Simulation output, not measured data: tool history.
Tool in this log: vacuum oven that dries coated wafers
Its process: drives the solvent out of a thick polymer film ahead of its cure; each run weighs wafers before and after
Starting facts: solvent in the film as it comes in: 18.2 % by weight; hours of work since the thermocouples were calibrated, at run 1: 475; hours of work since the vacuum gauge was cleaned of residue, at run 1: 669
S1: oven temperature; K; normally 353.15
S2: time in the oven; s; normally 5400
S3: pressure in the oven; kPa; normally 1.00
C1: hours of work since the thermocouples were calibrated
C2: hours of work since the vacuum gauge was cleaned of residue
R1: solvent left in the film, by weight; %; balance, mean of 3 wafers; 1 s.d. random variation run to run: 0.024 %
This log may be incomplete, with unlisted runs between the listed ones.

run    hour      S1    S2    S3   C1    C2    R1
  1     0.0  353.15  5400  1.00  475   669  4.17
  2    42.8  353.15  5400  1.00  507   701  4.15
  3   113.5  353.15  5400  1.00  559   753  4.15
  4   155.8  353.15  5400  0.51  590   784  3.99
  5   210.6  353.15  5400  1.00  631   825  4.10
  6   244.9  353.15  4140  1.00  656   850  5.52
      258.2  -- oven's thermocouples calibrated
  7   295.2  353.15  4140  1.00   27   886  5.77
  8   367.1  353.15  4140  1.00   81   939  5.77
  9   406.6  353.15  4140  1.00  110   968  5.76
 10   473.8  353.15  4140  1.00  160  1018  5.76
 11   526.2  353.15  3360  1.00  198  1057  6.82
 12   568.8  353.15  4140  1.00  230  1088  5.74
 13   620.2  353.15  4140  1.00  268  1127  5.70
 14   690.1  353.15  4140  1.00  320  1178  5.74
 15   740.8  353.15  4140  1.00  357  1216  5.69
 16   813.6  353.15  5400  0.78  411  1270  4.25
 17   871.1  353.15  5160  1.00  454  1312  4.59
 18   935.9  355.15  5400  1.00  502  1360  3.58
 19   974.9  365.15  5400  1.00  531  1389  1.00
 20  1026.9  365.15  5400  1.00  569  1428  1.03
 21  1061.3  353.15  5400  1.00  595  1453  4.31
 22  1128.6  353.15  5400  1.00  644  1503  4.24
     1160.9  -- oven's thermocouples calibrated
 23  1164.7  353.15  5400  1.14    3  1528  4.50
 24  1200.8  353.15  5400  3.38   30  1555  4.99
 25  1242.1  365.15  8280  2.02   60  1585  0.67
 26  1296.8  360.15  7980  0.65  101  1626  0.93
 27  1370.9  360.15  7980  0.65  155  1681  0.95
 28  1428.6  355.15  3120  0.65  198  1724  6.39
 29  1500.1  344.15  6960  0.70  251  1776  6.59
 30  1560.3  342.15  4200  1.49  296  1821  9.89
 31  1627.3  357.15  3300  1.04  345  1871  5.35
 32  1661.8  356.15  4620  0.62  371  1896  3.91
 33  1712.5  356.15  4620  0.62  408  1934  3.95
 34  1777.1  358.15  8820  1.57  456  1982  1.26
 35  1827.9  358.15  8820  0.96  494  2019  1.14
 36  1872.6  342.15  5760  0.96  527  2052  8.37
 37  1911.6  342.15  5760  0.96  556  2081  8.32
 38  1970.9  342.15  6960  0.78  600  2125  7.32
 39  2029.8  342.15  6960  0.78  643  2169  7.32
     2058.8  -- oven's thermocouples calibrated
 40  2103.5  342.15  6960  0.78   33  2222  7.14
 41  2167.3  351.15  3840  3.33   80  2269  7.16
 42  2234.7  359.15  7920  1.00  130  2319  1.07
 43  2302.7  361.15  3900  0.50  181  2369  2.78
 44  2355.8  364.15  5400  1.00  220  2409  1.13
 45  2394.5  355.15  5400  0.92  249  2437  3.35
 46  2424.5  355.15  5400  0.92  271  2459  3.35

Difference, measured minus no-hidden-state, one row per run. Run-to-run variation is common to both terms; the gauge's own scatter need not be:
The hidden state here: true wafer temperature over the reading, C; true pressure over the reading, kPa; drift of the gauge itself on solvent_pct, %.
run     R1
  1  +0.10
  2  +0.09
  3  +0.08
  4  +0.08
  5  +0.06
  6  +0.05
  7  +0.34
  8  +0.33
  9  +0.33
 10  +0.31
 11  +0.30
 12  +0.30
 13  +0.29
 14  +0.28
 15  +0.28
 16  +0.26
 17  +0.26
 18  +0.24
 19  +0.16
 20  +0.15
 21  +0.24
 22  +0.22
 23  +0.37
 24  +0.36
 25  +0.16
 26  +0.23
 27  +0.24
 28  +0.30
 29  +0.38
 30  +0.30
 31  +0.26
 32  +0.28
 33  +0.27
 34  +0.25
 35  +0.25
 36  +0.31
 37  +0.30
 38  +0.32
 39  +0.31
 40  +0.12
 41  +0.03
 42  +0.16
 43  +0.03
 44  +0.11
 45  +0.05
 46  +0.04
